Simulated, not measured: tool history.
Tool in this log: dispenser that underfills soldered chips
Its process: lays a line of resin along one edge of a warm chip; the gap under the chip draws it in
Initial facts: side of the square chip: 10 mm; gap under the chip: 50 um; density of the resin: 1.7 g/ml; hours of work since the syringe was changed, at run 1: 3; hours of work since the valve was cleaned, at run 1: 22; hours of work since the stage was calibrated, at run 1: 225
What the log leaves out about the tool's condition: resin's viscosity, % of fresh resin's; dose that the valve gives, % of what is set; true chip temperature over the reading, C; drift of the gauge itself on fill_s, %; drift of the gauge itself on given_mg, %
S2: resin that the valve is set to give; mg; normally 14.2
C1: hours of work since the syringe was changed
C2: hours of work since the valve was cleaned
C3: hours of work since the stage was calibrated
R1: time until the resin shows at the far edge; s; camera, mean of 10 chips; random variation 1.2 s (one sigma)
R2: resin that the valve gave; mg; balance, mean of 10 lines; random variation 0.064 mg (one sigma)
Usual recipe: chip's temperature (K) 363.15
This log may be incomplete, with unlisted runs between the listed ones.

Run 1, hour 0: usual settings; C1 3; C2 22; C3 225. Result: R1 131.6 s, R2 13.98 mg.
Run 2, hour 6.1: usual settings; C1 7; C2 26; C3 229. Result: R1 167 s, R2 14.04 mg.
At hour 11.5: new syringe of resin.
Run 3, hour 16.8: usual settings; C1 3; C2 33; C3 236. Result: R1 138 s, R2 13.81 mg.
Run 4, hour 23.2: usual settings but S2 18.3 mg; C1 8; C2 37; C3 240. Result: R1 175.3 s, R2 17.84 mg.
At hour 26.8: new syringe of resin.
Run 5, hour 30.1: usual settings but S2 18.3 mg; C1 2; C2 41; C3 245. Result: R1 127.9 s, R2 17.89 mg.
Run 6, hour 37.2: usual settings but S2 18.3 mg; C1 7; C2 46; C3 249. Result: R1 168 s, R2 17.72 mg.
At hour 42.4: new syringe of resin.
Run 7, hour 45: usual settings but S2 18.3 mg; C1 2; C2 51; C3 254. Result: R1 123.4 s, R2 17.63 mg.
Run 8, hour 51.6: usual settings but S2 18.3 mg; C1 6; C2 55; C3 258. Result: R1 158.2 s, R2 17.65 mg.
Run 9, hour 56.6: usual settings but S2 18.3 mg; C1 9; C2 58; C3 262. Result: R1 192.3 s, R2 17.55 mg.
At hour 57.9: new syringe of resin.
Run 10, hour 66.1: usual settings but S2 18.3 mg; C1 5; C2 64; C3 268. Result: R1 154.9 s, R2 17.53 mg.
At hour 73.5: new syringe of resin.
Run 11, hour 75: usual settings but S2 18.3 mg; C1 1; C2 70; C3 273. Result: R1 121.4 s, R2 17.58 mg.
Run 12, hour 80: usual settings but chip's temperature (K) 352.15, S2 18.4 mg; C1 4; C2 73; C3 276. Result: R1 206.5 s, R2 17.58 mg.
At hour 89.2: new syringe of resin.
Run 13, hour 90.3: usual settings but chip's temperature (K) 352.15, S2 18.4 mg; C1 1; C2 80; C3 283. Result: R1 171.3 s, R2 17.6 mg.
Run 14, hour 98: usual settings but chip's temperature (K) 366.15, S2 14.4 mg; C1 6; C2 85; C3 288. Result: R1 146.6 s, R2 13.68 mg.
At hour 105.4: new syringe of resin.
Run 15, hour 106.5: usual settings but chip's temperature (K) 353.15, S2 13 mg; C1 1; C2 90; C3 293. Result: R1 171.1 s, R2 12.21 mg.
Run 16, hour 113.8: usual settings but chip's temperature (K) 367.15, S2 15.9 mg; C1 6; C2 95; C3 298. Result: R1 140.5 s, R2 15.05 mg.
Run 17, hour 119.6: usual settings but chip's temperature (K) 367.15, S2 15.9 mg; C1 9; C2 98; C3 302. Result: R1 171.3 s, R2 14.89 mg.
At hour 120.7: new syringe of resin.
Run 18, hour 127.7: usual settings but chip's temperature (K) 376.15, S2 13.7 mg; C1 5; C2 104; C3 307. Result: R1 100.3 s, R2 12.73 mg.
Run 19, hour 134: usual settings but chip's temperature (K) 367.15, S2 13.7 mg; C1 9; C2 108; C3 311. Result: R1 170.4 s, R2 12.88 mg.
At hour 136.2: new syringe of resin.
Run 20, hour 140.1: usual settings but chip's temperature (K) 367.15, S2 13.7 mg; C1 3; C2 111; C3 315. Result: R1 118 s, R2 12.71 mg.

Results per run with the tool's hidden condition removed, run-to-run variation unchanged:
run     R1     R2
  1  111.8   14.2
  2  112.8  14.29
  3  111.7  14.12
  4  111.9  18.29
  5    111  18.38
  6  111.6  18.27
  7  109.8  18.23
  8  109.6   18.3
  9  110.1  18.23
 10  110.6  18.29
 11    112   18.4
 12  157.3  18.45
 13  159.9  18.55
 14  101.8  14.47
 15  157.2  12.96
 16   98.9  16.02
 17   96.7   15.9
 18     74  13.64
 19     99  13.84
 20   97.8  13.69
